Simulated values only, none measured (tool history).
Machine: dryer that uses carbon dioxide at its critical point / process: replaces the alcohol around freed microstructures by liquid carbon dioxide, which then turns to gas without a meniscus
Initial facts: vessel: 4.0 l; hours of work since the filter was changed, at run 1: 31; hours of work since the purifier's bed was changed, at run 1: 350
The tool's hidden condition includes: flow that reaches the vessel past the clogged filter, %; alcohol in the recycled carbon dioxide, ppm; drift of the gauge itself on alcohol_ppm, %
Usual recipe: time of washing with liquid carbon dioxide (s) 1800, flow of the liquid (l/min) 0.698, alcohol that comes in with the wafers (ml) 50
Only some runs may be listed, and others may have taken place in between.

| run | hour | time of washing with liquid carbon dioxide (s) | flow of the liquid (l/min) | alcohol that comes in with the wafers (ml) | hours of work since the filter was changed | hours of work since the purifier's bed was changed | alcohol left in the vessel before it's heated (ppm by volume) |
|---|---|---|---|---|---|---|---|
| 1 | 0.0 | 1800 | 0.698 | 50 | 31 | 350 | 307 |
| 2 | 34.9 | 1800 | 0.698 | 50 | 49 | 368 | 310 |
| 3 | 65.0 | 2280 | 0.698 | 50 | 65 | 383 | 124 |
| 4 | 82.1 | 2280 | 0.698 | 50 | 73 | 392 | 132 |
| 5 | 101.6 | 1800 | 0.698 | 50 | 83 | 402 | 316 |
| 6 | 133.7 | 1800 | 0.868 | 50 | 100 | 418 | 145 |
| 7 | 161.8 | 1800 | 0.868 | 50 | 114 | 433 | 155 |
| 8 | 194.6 | 1800 | 0.868 | 50 | 131 | 449 | 158 |
| 9 | 217.2 | 1800 | 0.541 | 50 | 142 | 461 | 818 |
| 10 | 231.8 | 1800 | 0.541 | 50 | 150 | 468 | 836 |
| 11 | 264.2 | 1800 | 0.698 | 50 | 166 | 485 | 377 |
| 12 | 280.9 | 1800 | 0.698 | 28 | 175 | 494 | 238 |
| 13 | 308.3 | 1800 | 0.698 | 50 | 189 | 508 | 400 |
| 14 | 327.1 | 1800 | 0.698 | 50 | 198 | 517 | 402 |
| 15 | 342.3 | 1800 | 0.698 | 50 | 206 | 525 | 412 |
| 16 | 373.0 | 1800 | 0.512 | 50 | 222 | 541 | 1040 |
| 17 | 407.9 | 1800 | 0.512 | 50 | 240 | 558 | 1073 |
| 18 | 436.8 | 1800 | 0.480 | 50 | 254 | 573 | 1265 |
| 19 | 458.6 | 1800 | 0.943 | 66 | 266 | 584 | 199 |
|  | 472.0 | inlet filter changed |
| 20 | 479.4 | 1800 | 0.943 | 66 | 4 | 594 | 115 |
| 21 | 508.9 | 1980 | 0.529 | 40 | 19 | 609 | 445 |
| 22 | 532.9 | 2160 | 0.861 | 40 | 31 | 622 | 70 |
| 23 | 558.1 | 1560 | 0.514 | 28 | 44 | 635 | 671 |
| 24 | 580.9 | 1560 | 1.093 | 38 | 56 | 646 | 89 |
| 25 | 607.3 | 1440 | 0.426 | 38 | 69 | 660 | 1547 |
| 26 | 640.1 | 1800 | 1.068 | 52 | 86 | 676 | 86 |
| 27 | 670.2 | 1800 | 1.094 | 38 | 101 | 692 | 56 |
| 28 | 687.1 | 1920 | 0.698 | 52 | 110 | 700 | 285 |
| 29 | 722.7 | 2400 | 0.543 | 40 | 128 | 719 | 276 |
| 30 | 750.8 | 2400 | 0.543 | 40 | 142 | 733 | 291 |
| 31 | 774.0 | 2400 | 0.543 | 40 | 154 | 745 | 286 |
| 32 | 790.5 | 1620 | 0.698 | 100 | 163 | 753 | 1012 |
| 33 | 815.0 | 1560 | 1.089 | 50 | 175 | 766 | 129 |
| 34 | 841.1 | 1560 | 1.089 | 50 | 188 | 779 | 136 |
| 35 | 863.5 | 1860 | 0.698 | 50 | 200 | 791 | 363 |
| 36 | 886.1 | 1860 | 0.698 | 50 | 211 | 802 | 376 |

What if the next run were any one of these 5? Each begins from the tool's condition after run 36:
| A | 912.5 | 1380 | 0.824 | 68 | 225 | 816 | ? |
| B | 912.5 | 1440 | 0.780 | 50 | 225 | 816 | ? |
| C | 912.5 | 1860 | 0.656 | 22 | 225 | 816 | ? |
| D | 912.5 | 1860 | 0.532 | 50 | 225 | 816 | ? |
| E | 912.5 | 2640 | 0.753 | 85 | 225 | 816 | ? |

| run | alcohol left in the vessel before it's heated (ppm by volume) |
|---|---|
| A | 759 |
| B | 595 |
| C | 236 |
| D | 860 |
| E | 136 |
With the hidden condition removed and each run's random variation left untouched, the same runs would have given:
| run | alcohol left in the vessel before it's heated (ppm by volume) |
|---|---|
| A | 492 |
| B | 384 |
| C | 133 |
| D | 593 |
| E | 55 |
